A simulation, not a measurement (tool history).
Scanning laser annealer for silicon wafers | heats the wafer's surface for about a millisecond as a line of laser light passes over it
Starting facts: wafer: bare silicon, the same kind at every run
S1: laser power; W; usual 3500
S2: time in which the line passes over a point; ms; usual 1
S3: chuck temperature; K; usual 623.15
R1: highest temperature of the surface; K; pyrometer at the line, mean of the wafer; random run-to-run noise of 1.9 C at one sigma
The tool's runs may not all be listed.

run    hour    S1    S2      S3       R1
  1       0  3500     1  623.15  1337.15
  2    69.3  3500     1  623.15  1333.15
  3   110.8  3500  1.18  623.15  1392.15
  4   166.4  3500     1  623.15  1334.15
      200.8  -- window over the wafer cleaned
  5   201.8  3500     1  623.15  1342.15
  6   259.8  3500     1  623.15  1344.15
  7   293.5  3500     1  623.15  1341.15
  8   361.9  3500     1  623.15  1345.15
  9   430.4  3500     1  623.15  1339.15
 10   473.7  3500     1  623.15  1339.15
 11   516.1  3500     1  623.15  1337.15
 12   567.2  3500     1  623.15  1336.15
 13   609.5  3500     1  623.15  1334.15
 14   646.8  3500     1  623.15  1331.15
 15   705.4  3500  1.02  623.15  1338.15
 16     779  3500     1  623.15  1331.15
 17   825.8  3500     1  623.15  1329.15
      885.2  -- window over the wafer cleaned
 18   896.7  3500     1  623.15  1338.15
 19   946.2  3500     1  623.15  1336.15
 20  1009.1  3500     1  623.15  1335.15
     1044.2  -- optics aligned, line set to its width
 21  1046.4  3500     1  623.15  1348.15
 22  1102.4  3500  0.73  643.15  1271.15
 23  1141.6  3500  0.73  643.15  1268.15
 24  1199.4  3500  0.73  643.15  1267.15
 25  1269.5  3291   0.7  623.15  1193.15
 26  1328.7  3500  0.88  623.15  1298.15
 27  1379.1  3500  0.88  623.15  1298.15
 28    1429  3291  0.88  614.15  1245.15
 29    1463  3291  0.88  614.15  1247.15

What does the tool deliver on the next run?
 30  1495.6  3100   1  623.15   ?

{"run 30": {"R1": 1252.15}}
Minus the tool's unlogged condition, the same run would have read R1 1273.15 K.
